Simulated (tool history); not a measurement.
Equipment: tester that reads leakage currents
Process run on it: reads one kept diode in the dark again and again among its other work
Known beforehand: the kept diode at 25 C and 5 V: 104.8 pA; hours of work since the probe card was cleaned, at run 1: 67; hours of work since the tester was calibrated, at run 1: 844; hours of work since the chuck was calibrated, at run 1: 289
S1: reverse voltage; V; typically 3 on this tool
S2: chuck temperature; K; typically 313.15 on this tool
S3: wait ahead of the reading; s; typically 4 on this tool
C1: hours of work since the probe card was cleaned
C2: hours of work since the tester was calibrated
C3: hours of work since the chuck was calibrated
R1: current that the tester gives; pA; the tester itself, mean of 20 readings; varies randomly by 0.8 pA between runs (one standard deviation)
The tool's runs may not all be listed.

run 1 hour=0 | S1=3 S2=313.15 S3=4 | C1=67 C2=844 C3=289 | R1=278.14
run 2 hour=163.8 | S1=3 S2=313.15 S3=4 | C1=136 C2=913 C3=357 | R1=281.24
run 3 hour=386 | S1=3 S2=313.15 S3=4 | C1=229 C2=1006 C3=450 | R1=286.41
run 4 hour=536.4 | S1=3 S2=313.15 S3=4 | C1=292 C2=1069 C3=513 | R1=288.65
run 5 hour=732.6 | S1=3 S2=313.15 S3=4 | C1=374 C2=1151 C3=595 | R1=294.03
-- hour=803.4 chuck's temperature calibrated
run 6 hour=840.9 | S1=3 S2=313.15 S3=4 | C1=418 C2=1195 C3=16 | R1=270.43
run 7 hour=1006 | S1=3 S2=313.15 S3=4 | C1=487 C2=1264 C3=85 | R1=272.35
-- hour=1023 tester calibrated
run 8 hour=1152.7 | S1=3 S2=313.15 S3=4 | C1=548 C2=54 C3=145 | R1=275.8
run 9 hour=1299.3 | S1=3 S2=313.15 S3=4 | C1=609 C2=116 C3=207 | R1=278.36
-- hour=1501.4 tester calibrated, once more
run 10 hour=1507.9 | S1=3 S2=313.15 S3=4 | C1=696 C2=3 C3=293 | R1=284.78
run 11 hour=1624 | S1=3 S2=313.15 S3=4 | C1=744 C2=51 C3=342 | R1=285.75
run 12 hour=1779.5 | S1=3 S2=313.15 S3=4 | C1=809 C2=116 C3=407 | R1=289.36
run 13 hour=1885.3 | S1=16.52 S2=313.15 S3=0.82 | C1=854 C2=161 C3=451 | R1=594.35
run 14 hour=1990.9 | S1=16.52 S2=307.15 S3=0.72 | C1=898 C2=205 C3=495 | R1=385.77
run 15 hour=2213.4 | S1=8.35 S2=323.15 S3=3.18 | C1=991 C2=298 C3=588 | R1=922.18
-- hour=2300.4 chuck's temperature calibrated
run 16 hour=2350.9 | S1=8.35 S2=323.15 S3=3.18 | C1=1048 C2=355 C3=21 | R1=820.95
run 17 hour=2463.3 | S1=8.35 S2=323.15 S3=3.18 | C1=1095 C2=402 C3=68 | R1=832.14
run 18 hour=2674.8 | S1=8.35 S2=323.15 S3=3.18 | C1=1183 C2=490 C3=157 | R1=846.32
run 19 hour=2883 | S1=8.35 S2=323.15 S3=3.18 | C1=1270 C2=577 C3=244 | R1=857.06
run 20 hour=3107.1 | S1=7.28 S2=313.15 S3=2.77 | C1=1364 C2=671 C3=338 | R1=407.33
run 21 hour=3300.8 | S1=2.2 S2=313.15 S3=1.65 | C1=1445 C2=752 C3=419 | R1=251.51
run 22 hour=3440.4 | S1=3 S2=328.15 S3=3.24 | C1=1504 C2=811 C3=477 | R1=812.58
run 23 hour=3652.9 | S1=3 S2=328.15 S3=3.24 | C1=1593 C2=900 C3=566 | R1=820.8
run 24 hour=3777 | S1=7.04 S2=295.15 S3=0.36 | C1=1645 C2=952 C3=618 | R1=109.46

Alternative continuations, all from the tool just after run 24; predict every row:
-- hour=3797.2 chuck's temperature calibrated
run A hour=3961.4 | S1=1.41 S2=299.15 S3=4.08 | C1=1721 C2=1028 C3=69 | R1=?
-- hour=3797.2 chuck's temperature calibrated
run B hour=3961.4 | S1=15.21 S2=316.15 S3=0.79 | C1=1721 C2=1028 C3=69 | R1=?
-- hour=3797.2 chuck's temperature calibrated
run C hour=3961.4 | S1=2.55 S2=295.15 S3=0.36 | C1=1721 C2=1028 C3=69 | R1=?
-- hour=3797.2 chuck's temperature calibrated
run D hour=3961.4 | S1=4.61 S2=323.15 S3=3.33 | C1=1721 C2=1028 C3=69 | R1=?

run=A R1=68.26
run=B R1=660.43
run=C R1=64.06
run=D R1=652.9
Had the tool no hidden state, the same runs would have come out as:
run=A R1=67.41
run=B R1=653.12
run=C R1=63.13
run=D R1=647.08
